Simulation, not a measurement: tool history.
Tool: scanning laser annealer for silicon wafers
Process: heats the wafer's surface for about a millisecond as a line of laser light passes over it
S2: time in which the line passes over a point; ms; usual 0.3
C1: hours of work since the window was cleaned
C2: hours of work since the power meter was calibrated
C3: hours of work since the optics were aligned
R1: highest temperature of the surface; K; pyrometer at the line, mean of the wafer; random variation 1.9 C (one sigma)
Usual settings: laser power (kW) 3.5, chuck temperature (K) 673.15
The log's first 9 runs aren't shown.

{"hour": 631.6, "done": "window over the wafer cleaned"}
{"run": 10, "hour": 646.7, "laser power (kW)": 3.5, "S2": 0.3, "chuck temperature (K)": 692.15, "C1": 8, "C2": 2314, "C3": 827, "R1": 1452.15}
{"run": 11, "hour": 724.0, "laser power (kW)": 3.78, "S2": 0.3, "chuck temperature (K)": 673.15, "C1": 48, "C2": 2354, "C3": 867, "R1": 1501.15}
{"run": 12, "hour": 803.6, "laser power (kW)": 3.78, "S2": 0.3, "chuck temperature (K)": 673.15, "C1": 89, "C2": 2395, "C3": 908, "R1": 1502.15}
{"run": 13, "hour": 861.2, "laser power (kW)": 3.78, "S2": 0.3, "chuck temperature (K)": 673.15, "C1": 118, "C2": 2425, "C3": 938, "R1": 1495.15}
{"run": 14, "hour": 952.4, "laser power (kW)": 3.78, "S2": 0.3, "chuck temperature (K)": 673.15, "C1": 165, "C2": 2472, "C3": 985, "R1": 1500.15}
{"run": 15, "hour": 1034.9, "laser power (kW)": 3.5, "S2": 0.3, "chuck temperature (K)": 673.15, "C1": 208, "C2": 2514, "C3": 1027, "R1": 1431.15}
{"run": 16, "hour": 1100.1, "laser power (kW)": 3.5, "S2": 0.343, "chuck temperature (K)": 673.15, "C1": 241, "C2": 2548, "C3": 1061, "R1": 1486.15}
{"run": 17, "hour": 1179.5, "laser power (kW)": 3.5, "S2": 0.3, "chuck temperature (K)": 673.15, "C1": 282, "C2": 2589, "C3": 1102, "R1": 1434.15}
{"run": 18, "hour": 1240.2, "laser power (kW)": 3.547, "S2": 0.35, "chuck temperature (K)": 673.15, "C1": 314, "C2": 2620, "C3": 1133, "R1": 1506.15}
{"run": 19, "hour": 1313.0, "laser power (kW)": 3.48, "S2": 0.224, "chuck temperature (K)": 654.15, "C1": 351, "C2": 2658, "C3": 1170, "R1": 1301.15}
{"run": 20, "hour": 1394.2, "laser power (kW)": 3.5, "S2": 0.3, "chuck temperature (K)": 634.15, "C1": 393, "C2": 2700, "C3": 1212, "R1": 1393.15}
{"run": 21, "hour": 1457.6, "laser power (kW)": 3.205, "S2": 0.23, "chuck temperature (K)": 634.15, "C1": 426, "C2": 2732, "C3": 1245, "R1": 1233.15}
{"run": 22, "hour": 1528.0, "laser power (kW)": 3.205, "S2": 0.23, "chuck temperature (K)": 634.15, "C1": 462, "C2": 2769, "C3": 1281, "R1": 1232.15}
{"run": 23, "hour": 1611.8, "laser power (kW)": 3.409, "S2": 0.287, "chuck temperature (K)": 690.15, "C1": 505, "C2": 2812, "C3": 1324, "R1": 1411.15}
{"run": 24, "hour": 1679.1, "laser power (kW)": 3.409, "S2": 0.287, "chuck temperature (K)": 690.15, "C1": 540, "C2": 2846, "C3": 1359, "R1": 1414.15}
{"run": 25, "hour": 1777.3, "laser power (kW)": 3.228, "S2": 0.253, "chuck temperature (K)": 661.15, "C1": 590, "C2": 2897, "C3": 1410, "R1": 1299.15}
{"run": 26, "hour": 1856.9, "laser power (kW)": 2.985, "S2": 0.356, "chuck temperature (K)": 666.15, "C1": 631, "C2": 2938, "C3": 1451, "R1": 1363.15}
{"run": 27, "hour": 1932.1, "laser power (kW)": 3.289, "S2": 0.242, "chuck temperature (K)": 673.15, "C1": 670, "C2": 2977, "C3": 1489, "R1": 1310.15}
{"run": 28, "hour": 2019.5, "laser power (kW)": 2.979, "S2": 0.242, "chuck temperature (K)": 690.15, "C1": 715, "C2": 3022, "C3": 1534, "R1": 1259.15}
{"run": 29, "hour": 2112.6, "laser power (kW)": 2.979, "S2": 0.242, "chuck temperature (K)": 690.15, "C1": 763, "C2": 3070, "C3": 1582, "R1": 1265.15}
{"run": 30, "hour": 2180.8, "laser power (kW)": 3.673, "S2": 0.234, "chuck temperature (K)": 651.15, "C1": 798, "C2": 3105, "C3": 1618, "R1": 1352.15}
{"hour": 2216.9, "done": "window over the wafer cleaned"}
{"run": 31, "hour": 2255.0, "laser power (kW)": 3.673, "S2": 0.234, "chuck temperature (K)": 651.15, "C1": 20, "C2": 3142, "C3": 1655, "R1": 1353.15}
{"run": 32, "hour": 2304.5, "laser power (kW)": 3.5, "S2": 0.3, "chuck temperature (K)": 686.15, "C1": 45, "C2": 3168, "C3": 1680, "R1": 1446.15}
{"run": 33, "hour": 2393.9, "laser power (kW)": 3.5, "S2": 0.3, "chuck temperature (K)": 686.15, "C1": 91, "C2": 3214, "C3": 1726, "R1": 1446.15}
{"run": 34, "hour": 2492.5, "laser power (kW)": 3.66, "S2": 0.28, "chuck temperature (K)": 686.15, "C1": 142, "C2": 3264, "C3": 1777, "R1": 1454.15}

3 ways to go on from here, each from the tool as it stands after run 34. What would each give?
{"run": "A", "hour": 2588.1, "laser power (kW)": 3.559, "S2": 0.366, "chuck temperature (K)": 699.15, "C1": 191, "C2": 3314, "C3": 1826, "R1": "?"}
{"run": "B", "hour": 2588.1, "laser power (kW)": 3.5, "S2": 0.301, "chuck temperature (K)": 667.15, "C1": 191, "C2": 3314, "C3": 1826, "R1": "?"}
{"run": "C", "hour": 2588.1, "laser power (kW)": 3.583, "S2": 0.358, "chuck temperature (K)": 638.15, "C1": 191, "C2": 3314, "C3": 1826, "R1": "?"}

run=A R1=1560.15
run=B R1=1427.15
run=C R1=1494.15
Without the tool's hidden state the same runs would have given:
run=A R1=1561.15
run=B R1=1427.15
run=C R1=1494.15

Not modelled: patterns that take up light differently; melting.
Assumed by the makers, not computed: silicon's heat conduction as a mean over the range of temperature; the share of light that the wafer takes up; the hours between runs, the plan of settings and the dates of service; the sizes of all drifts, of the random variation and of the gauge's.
